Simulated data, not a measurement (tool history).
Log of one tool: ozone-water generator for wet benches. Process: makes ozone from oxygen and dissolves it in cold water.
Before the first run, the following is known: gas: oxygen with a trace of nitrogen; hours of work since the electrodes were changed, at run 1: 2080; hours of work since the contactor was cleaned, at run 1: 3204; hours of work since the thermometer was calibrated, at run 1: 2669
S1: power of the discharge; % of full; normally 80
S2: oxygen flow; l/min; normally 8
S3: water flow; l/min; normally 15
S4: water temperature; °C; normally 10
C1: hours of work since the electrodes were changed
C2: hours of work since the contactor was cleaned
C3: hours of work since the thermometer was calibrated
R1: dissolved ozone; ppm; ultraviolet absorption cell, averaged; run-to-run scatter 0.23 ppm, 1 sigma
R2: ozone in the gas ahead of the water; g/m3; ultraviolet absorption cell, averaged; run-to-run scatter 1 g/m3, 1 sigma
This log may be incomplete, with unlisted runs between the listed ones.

| run | hour | S1 | S2 | S3 | S4 | C1 | C2 | C3 | R1 | R2 |
|---|---|---|---|---|---|---|---|---|---|---|
| 1 | 0 | 80 | 8 | 15 | 10 | 2080 | 3204 | 2669 | 30.3 | 160.7 |
| 2 | 63.3 | 80 | 8 | 15 | 8 | 2134 | 3258 | 2723 | 31.3 | 160.7 |
| 3 | 118.6 | 80 | 8 | 15 | 8 | 2182 | 3305 | 2770 | 31.1 | 160.2 |
| 4 | 157.6 | 80 | 8 | 15 | 8 | 2215 | 3338 | 2804 | 31 | 158.5 |
| 5 | 194.5 | 80 | 8 | 15 | 10 | 2246 | 3370 | 2835 | 29.6 | 157.8 |
| 6 | 222.3 | 80 | 8.83 | 15 | 10 | 2270 | 3394 | 2859 | 29.8 | 152 |
| 7 | 269.6 | 80 | 8 | 15 | 6 | 2311 | 3434 | 2899 | 31.8 | 158.7 |
| 8 | 304.2 | 80 | 8 | 15 | 6 | 2340 | 3464 | 2929 | 32 | 158 |
| 9 | 345.7 | 80 | 8 | 15 | 6 | 2376 | 3499 | 2964 | 31.6 | 156.9 |
| 10 | 391.8 | 80 | 8 | 15 | 6 | 2415 | 3538 | 3004 | 31.5 | 156.2 |
| 11 | 454 | 80 | 8 | 15 | 6 | 2468 | 3592 | 3057 | 31.4 | 158.1 |
| 12 | 506.8 | 84 | 8 | 15 | 10 | 2513 | 3637 | 3102 | 30.2 | 162.7 |
| 13 | 564.8 | 84 | 8 | 15 | 10 | 2563 | 3686 | 3152 | 30.2 | 160.7 |
| 14 | 598.1 | 84 | 8 | 15 | 10 | 2591 | 3715 | 3180 | 30.2 | 161.4 |
| 15 | 639.9 | 84 | 8 | 15 | 10 | 2627 | 3751 | 3216 | 30 | 162.9 |
| 16 | 667.2 | 80 | 8 | 15 | 10 | 2650 | 3774 | 3239 | 29.1 | 154.9 |
| 17 | 700 | 80 | 8 | 15 | 10 | 2678 | 3802 | 3267 | 29.3 | 154.1 |
| 18 | 727.5 | 80 | 8 | 15 | 10 | 2702 | 3825 | 3291 | 28.6 | 155.6 |
| 19 | 759.1 | 80 | 7.46 | 13 | 10 | 2729 | 3852 | 3318 | 31.6 | 161.3 |

For run 20, what comes out?
| 20 | 819.4 | 90 | 8 | 15 | 10 | 2780 | 3904 | 3369 | ? | ? |

R1: 31.4 ppm
R2: 171 g/m3
Minus the tool's unlogged condition, the same run would have read R1 38.2 ppm, R2 194.9 g/m3.

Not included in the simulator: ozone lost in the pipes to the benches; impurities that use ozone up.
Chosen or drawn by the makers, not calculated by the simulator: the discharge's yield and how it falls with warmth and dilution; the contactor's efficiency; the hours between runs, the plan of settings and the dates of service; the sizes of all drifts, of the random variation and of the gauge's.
